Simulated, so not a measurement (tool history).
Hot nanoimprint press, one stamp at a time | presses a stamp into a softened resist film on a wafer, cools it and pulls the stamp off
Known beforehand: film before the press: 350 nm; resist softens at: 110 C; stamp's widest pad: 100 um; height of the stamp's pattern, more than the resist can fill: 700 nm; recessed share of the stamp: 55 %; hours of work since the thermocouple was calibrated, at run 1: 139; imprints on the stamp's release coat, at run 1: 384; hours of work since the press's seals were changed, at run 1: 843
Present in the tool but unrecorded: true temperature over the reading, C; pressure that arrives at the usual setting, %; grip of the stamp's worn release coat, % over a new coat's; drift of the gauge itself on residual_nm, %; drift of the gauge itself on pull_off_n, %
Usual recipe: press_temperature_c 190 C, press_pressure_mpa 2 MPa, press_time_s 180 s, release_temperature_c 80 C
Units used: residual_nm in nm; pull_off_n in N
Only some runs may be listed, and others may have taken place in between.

run,day,press_temperature_c,press_pressure_mpa,press_time_s,release_temperature_c,hours of work since the thermocouple was calibrated,imprints on the stamp's release coat,hours of work since the press's seals were changed,residual_nm,pull_off_n
1,0,190,2,180,80,139,384,843,212.4,258
2,1.292,190,2,180,80,161,455,866,213.4,256
3,2.558,190,2,180,80,182,525,887,215.1,263
4,3.438,190,2,180,80,197,574,902,215.5,260
5,4.396,190,2,213,80,214,627,919,205.6,280
6,5.242,190,2,213,80,228,673,933,202.7,277
7,6.492,190,2,213,80,250,742,954,205.2,282
8,7.667,202,2.61,313,66,270,807,975,107.2,357
9,8.217,202,2.61,313,66,279,837,984,106.9,359
10,9.142,186,1.87,261,86,295,889,1000,221.4,245
11,10.446,186,1.87,261,86,317,960,1022,219.6,255

Measured minus without-hidden-state, run by run (identical run-to-run variation in each term; gauge scatter may differ):
run,residual_nm,pull_off_n
1,+6.5,+20
2,+7,+23
3,+7.2,+27
4,+7.6,+29
5,+7.9,+34
6,+8,+36
7,+8.4,+40
8,+6.6,+53
9,+6.6,+55
10,+9,+40
11,+9.4,+45
